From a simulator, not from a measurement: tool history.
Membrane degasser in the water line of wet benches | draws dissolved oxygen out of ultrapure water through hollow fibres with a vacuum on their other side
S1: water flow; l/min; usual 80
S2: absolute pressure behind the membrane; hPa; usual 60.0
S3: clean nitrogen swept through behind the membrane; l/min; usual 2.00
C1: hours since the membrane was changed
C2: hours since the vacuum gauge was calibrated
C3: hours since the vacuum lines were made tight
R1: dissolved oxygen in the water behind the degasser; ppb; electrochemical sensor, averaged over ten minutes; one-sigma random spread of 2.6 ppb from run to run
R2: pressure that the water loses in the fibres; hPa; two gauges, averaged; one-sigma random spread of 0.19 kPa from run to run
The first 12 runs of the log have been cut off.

run	day	S1	S2	S3	C1	C2	C3	R1	R2
# day 40.908: vacuum gauge calibrated
13	43.829	80	45.4	2.00	2100	70	3224	272.1	509.2
14	47.588	80	45.4	2.00	2191	160	3314	269.1	512.3
15	50.571	80	60.0	4.03	2262	232	3386	276.8	513.6
# day 53.754: seals of the vacuum lines changed
16	53.754	80	60.0	4.03	2337	306	0	273.2	512.2
17	56.658	52	55.7	3.66	2406	376	70	154.2	333.2
18	61.125	52	48.2	1.31	2514	483	177	219.9	336.4
# day 63.429: vacuum gauge calibrated, once more
19	63.921	52	48.2	1.31	2580	12	244	194.7	335.7
20	66.704	53	73.8	1.70	2647	79	310	332.8	341.6
21	71.062	53	73.8	1.70	2752	183	415	334.4	339.7
22	73.408	122	73.8	3.33	2808	240	471	558.0	784.0
23	76.479	125	41.0	4.40	2882	313	545	332.9	806.7
24	81.175	53	67.5	1.16	2994	426	658	381.7	338.4
25	83.858	60	41.5	2.39	3059	490	722	139.0	385.9
26	88.271	60	41.5	2.39	3165	596	828	143.6	388.3
27	93.025	123	56.7	1.19	3279	710	942	644.3	794.1
28	95.958	107	39.5	3.92	3349	781	1012	274.9	693.9
29	98.354	53	89.2	1.26	3407	838	1070	520.7	342.7
30	102.779	50	60.0	2.82	3513	944	1176	176.2	323.7
31	107.654	50	60.0	2.82	3630	1061	1293	174.9	325.3

Consider 3 possible next runs. They are alternatives, not a sequence: every one starts from the tool as it was left by run 31. What does each give?
A	111.946	116	60.0	2.00	3733	1164	1396	?	?
B	111.946	80	60.0	3.39	3733	1164	1396	?	?
C	111.946	51	117.8	4.17	3733	1164	1396	?	?

run	R1	R2
A	541.7	756.1
B	294.1	524.9
C	304.8	326.6
Without the tool's hidden state the same runs would have given:
run	R1	R2
A	508.5	731.9
B	272.3	508.1
C	292.9	316.0
